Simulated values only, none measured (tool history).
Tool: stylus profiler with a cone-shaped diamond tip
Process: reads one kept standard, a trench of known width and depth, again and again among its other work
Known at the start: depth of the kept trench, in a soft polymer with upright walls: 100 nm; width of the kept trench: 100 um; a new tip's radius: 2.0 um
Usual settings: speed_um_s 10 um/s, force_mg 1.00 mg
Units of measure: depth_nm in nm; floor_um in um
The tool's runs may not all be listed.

| run | hour | speed_um_s | force_mg | depth_nm | floor_um |
|---|---|---|---|---|---|
| 1 | 0.0 | 10 | 1.00 | 100.66 | 98.22 |
| 2 | 23.7 | 11 | 1.00 | 100.66 | 98.14 |
| 3 | 47.5 | 11 | 1.00 | 100.75 | 98.15 |
| 4 | 72.0 | 11 | 1.00 | 100.69 | 98.17 |
| 5 | 94.6 | 11 | 1.00 | 100.69 | 98.09 |
| 6 | 110.1 | 11 | 1.00 | 100.75 | 98.21 |
| 7 | 130.2 | 7 | 1.00 | 100.74 | 98.13 |
| 8 | 151.1 | 7 | 1.00 | 100.61 | 98.09 |
| 9 | 176.1 | 7 | 1.00 | 100.67 | 98.11 |
| 10 | 195.0 | 10 | 1.00 | 100.74 | 98.15 |
| 11 | 213.6 | 10 | 1.00 | 100.76 | 98.09 |
| 12 | 232.5 | 4 | 1.00 | 100.64 | 98.13 |
|  | 234.1 | height scale calibrated on a step standard |
| 13 | 245.3 | 3 | 1.00 | 100.65 | 98.13 |
| 14 | 266.9 | 2 | 1.01 | 100.58 | 98.09 |
| 15 | 284.4 | 2 | 1.01 | 100.60 | 98.15 |
| 16 | 302.6 | 2 | 1.01 | 100.58 | 98.10 |
| 17 | 324.0 | 25 | 0.81 | 100.54 | 97.96 |
| 18 | 334.9 | 5 | 1.72 | 101.02 | 98.11 |
|  | 349.9 | height scale calibrated on a step standard, once more |
| 19 | 358.8 | 24 | 0.65 | 100.71 | 97.91 |

What does the tool deliver on the next run?
| 20 | 375.6 | 18 | 1.00 | ? | ? |

{"run 20": {"depth_nm": 100.91, "floor_um": 98.0}}
With no hidden state in the tool, this same run would have given depth_nm 100.92 nm, floor_um 98.67 um.
